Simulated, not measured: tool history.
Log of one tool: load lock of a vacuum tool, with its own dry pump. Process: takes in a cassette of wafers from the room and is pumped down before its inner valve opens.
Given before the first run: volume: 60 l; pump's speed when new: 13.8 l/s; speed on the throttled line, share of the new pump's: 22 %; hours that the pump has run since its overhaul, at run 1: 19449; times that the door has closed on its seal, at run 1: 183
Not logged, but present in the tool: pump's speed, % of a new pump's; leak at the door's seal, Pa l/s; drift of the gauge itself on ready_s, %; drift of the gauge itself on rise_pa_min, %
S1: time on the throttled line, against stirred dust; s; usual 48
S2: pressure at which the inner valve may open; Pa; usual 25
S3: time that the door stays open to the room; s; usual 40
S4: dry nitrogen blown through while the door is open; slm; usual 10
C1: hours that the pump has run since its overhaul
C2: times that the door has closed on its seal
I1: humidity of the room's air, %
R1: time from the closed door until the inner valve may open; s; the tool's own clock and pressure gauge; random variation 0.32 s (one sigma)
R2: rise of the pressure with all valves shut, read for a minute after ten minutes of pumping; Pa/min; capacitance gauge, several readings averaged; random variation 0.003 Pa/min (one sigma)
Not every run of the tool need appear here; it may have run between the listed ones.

run 1 hour=0 | S1=48 S2=25 S3=40 S4=10 | C1=19449 C2=183 | I1=40.9 | R1=73.6 R2=0.02
run 2 hour=193 | S1=48 S2=25 S3=40 S4=10 | C1=19642 C2=415 | I1=42.6 | R1=73.9 R2=0.016
run 3 hour=359.3 | S1=48 S2=25 S3=40 S4=10 | C1=19808 C2=615 | I1=43.8 | R1=73.1 R2=0.021
run 4 hour=502.1 | S1=48 S2=25 S3=40 S4=10 | C1=19951 C2=786 | I1=44.8 | R1=74.3 R2=0.016
run 5 hour=621.5 | S1=48 S2=25 S3=40 S4=10 | C1=20071 C2=930 | I1=42.7 | R1=74.6 R2=0.016
run 6 hour=705.1 | S1=48 S2=25 S3=40 S4=10 | C1=20154 C2=1030 | I1=46.5 | R1=74.1 R2=0.02
run 7 hour=800.4 | S1=48 S2=25 S3=40 S4=10 | C1=20250 C2=1144 | I1=44.4 | R1=73.9 R2=0.02
run 8 hour=969.5 | S1=48 S2=25 S3=40 S4=10 | C1=20419 C2=1347 | I1=44.7 | R1=74.3 R2=0.02
run 9 hour=1053.4 | S1=48 S2=25 S3=40 S4=10 | C1=20503 C2=1448 | I1=46.1 | R1=74.2 R2=0.021
run 10 hour=1170 | S1=48 S2=26 S3=40 S4=10 | C1=20619 C2=1588 | I1=47 | R1=73.3 R2=0.021
run 11 hour=1263 | S1=48 S2=25 S3=40 S4=40 | C1=20712 C2=1700 | I1=47.4 | R1=73.4 R2=0.014
run 12 hour=1443.6 | S1=48 S2=36 S3=40 S4=10 | C1=20893 C2=1917 | I1=41.1 | R1=72.2 R2=0.021
run 13 hour=1612.3 | S1=91 S2=36 S3=40 S4=10 | C1=21061 C2=2119 | I1=44 | R1=105.1 R2=0.017
run 14 hour=1770.8 | S1=91 S2=36 S3=40 S4=10 | C1=21220 C2=2309 | I1=45.4 | R1=105.4 R2=0.023
run 15 hour=1947.9 | S1=91 S2=36 S3=40 S4=10 | C1=21397 C2=2522 | I1=44.8 | R1=105.5 R2=0.024
run 16 hour=2078.5 | S1=91 S2=36 S3=40 S4=10 | C1=21528 C2=2679 | I1=46 | R1=105.9 R2=0.018
run 17 hour=2195.6 | S1=48 S2=25 S3=40 S4=10 | C1=21645 C2=2820 | I1=44 | R1=73.3 R2=0.016
run 18 hour=2294 | S1=48 S2=25 S3=40 S4=10 | C1=21743 C2=2938 | I1=45.2 | R1=74 R2=0.026
run 19 hour=2391.7 | S1=48 S2=36 S3=138 S4=13 | C1=21841 C2=3055 | I1=43.5 | R1=72.4 R2=0.032
run 20 hour=2479.5 | S1=48 S2=36 S3=138 S4=13 | C1=21929 C2=3160 | I1=47.4 | R1=72.4 R2=0.032
run 21 hour=2643.5 | S1=34 S2=39 S3=138 S4=22 | C1=22093 C2=3357 | I1=46.7 | R1=60.9 R2=0.02
run 22 hour=2796.5 | S1=34 S2=39 S3=74 S4=5 | C1=22246 C2=3541 | I1=47.6 | R1=61.3 R2=0.037
run 23 hour=2988.1 | S1=34 S2=39 S3=74 S4=5 | C1=22437 C2=3771 | I1=42.1 | R1=60.8 R2=0.032
run 24 hour=3094.2 | S1=36 S2=24 S3=40 S4=10 | C1=22543 C2=3898 | I1=45.1 | R1=64.5 R2=0.024
run 25 hour=3275.5 | S1=36 S2=24 S3=40 S4=10 | C1=22725 C2=4116 | I1=43.4 | R1=65 R2=0.019
run 26 hour=3418 | S1=36 S2=24 S3=40 S4=10 | C1=22867 C2=4287 | I1=45 | R1=64.6 R2=0.023
run 27 hour=3576.3 | S1=48 S2=36 S3=137 S4=38 | C1=23025 C2=4477 | I1=42.4 | R1=72.7 R2=0.013
run 28 hour=3686.9 | S1=48 S2=40 S3=68 S4=10 | C1=23136 C2=4610 | I1=44.2 | R1=72.4 R2=0.022
run 29 hour=3877.1 | S1=72 S2=31 S3=186 S4=20 | C1=23326 C2=4838 | I1=45.6 | R1=91.4 R2=0.024
run 30 hour=4069.9 | S1=44 S2=31 S3=207 S4=16 | C1=23519 C2=5070 | I1=44.3 | R1=69.9 R2=0.03
-- hour=4085.7 dry pump taken out, an overhauled one fitted
run 31 hour=4165.6 | S1=51 S2=39 S3=95 S4=12 | C1=80 C2=5178 | I1=45.2 | R1=73.7 R2=0.03
run 32 hour=4293 | S1=51 S2=39 S3=95 S4=12 | C1=207 C2=5331 | I1=43.2 | R1=73.8 R2=0.025
run 33 hour=4454.1 | S1=48 S2=20 S3=40 S4=10 | C1=368 C2=5524 | I1=48 | R1=74.8 R2=0.019
run 34 hour=4615.4 | S1=74 S2=34 S3=40 S4=8 | C1=530 C2=5718 | I1=45 | R1=92.6 R2=0.027
run 35 hour=4740.9 | S1=74 S2=34 S3=40 S4=8 | C1=655 C2=5868 | I1=48.8 | R1=92.7 R2=0.023

Entry by entry between the runs, the difference in hidden state between the last listed run before and the first listed run after:
Between runs 30 and 31: dry pump taken out, an overhauled one fitted (hour 4085.7)
  pump's speed, % of a new pump's: 99.8 -> 100
